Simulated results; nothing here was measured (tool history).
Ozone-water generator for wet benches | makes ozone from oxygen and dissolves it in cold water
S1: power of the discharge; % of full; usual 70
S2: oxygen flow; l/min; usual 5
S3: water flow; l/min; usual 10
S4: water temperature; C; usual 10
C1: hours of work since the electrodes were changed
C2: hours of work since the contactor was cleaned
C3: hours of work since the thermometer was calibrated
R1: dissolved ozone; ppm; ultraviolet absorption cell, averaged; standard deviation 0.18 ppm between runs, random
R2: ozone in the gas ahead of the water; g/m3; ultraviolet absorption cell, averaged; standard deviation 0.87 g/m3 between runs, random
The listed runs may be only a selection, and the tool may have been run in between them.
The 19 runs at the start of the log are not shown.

run,hour,S1,S2,S3,S4,C1,C2,C3,R1,R2
20,2575.1,71,3.34,13,9,4819,872,943,20.3,178.1
21,2742.3,71,3.34,13,9,4937,989,1061,20.5,180.4
22,2871.6,70,4.45,10,8,5028,1080,1152,26,154.5
23,2965,47,6.38,14,13,5093,1146,1217,13.4,98.5
24,3109.9,47,6.38,14,13,5195,1248,1319,13.7,98.1
25,3256.2,47,2.68,12,16,5298,1351,1422,15.4,156.5
26,3428.8,70,4.4,10,8,5420,1473,1544,26.2,154.7
27,3513.7,83,4.48,10,11,5480,1532,1604,27.3,168.9
28,3697.7,58,2.88,6,9,5609,1662,1733,33.9,171.4
29,3801.9,58,4.45,6,7,5682,1735,1806,33.8,134.1
30,3955.1,70,7.74,10,13,5790,1843,1914,22.1,112.3
31,4041.4,70,6.76,10,7,5851,1904,1975,26.1,121.7
32,4152.7,69,2.85,8,5,5929,1982,2053,32.7,191.2
33,4238.4,74,5,13,10,5990,2043,2114,20.8,147.3

4 options for the next run, each taken on its own from the tool as it stands now. Forecast them:
A,4356.9,50,2.95,10,7,6073,2126,2197,?,?
B,4356.9,85,5,13,10,6073,2126,2197,?,?
C,4356.9,70,4.16,10,10,6073,2126,2197,?,?
D,4356.9,70,5,10,6,6073,2126,2197,?,?

run,R1,R2
A,21.7,154.8
B,22.6,161.2
C,25.3,157.7
D,26.8,144.3
What these runs would have given with no unlogged condition in the tool:
run,R1,R2
A,21.7,155
B,22.6,161.4
C,25.3,157.9
D,26.8,144.5
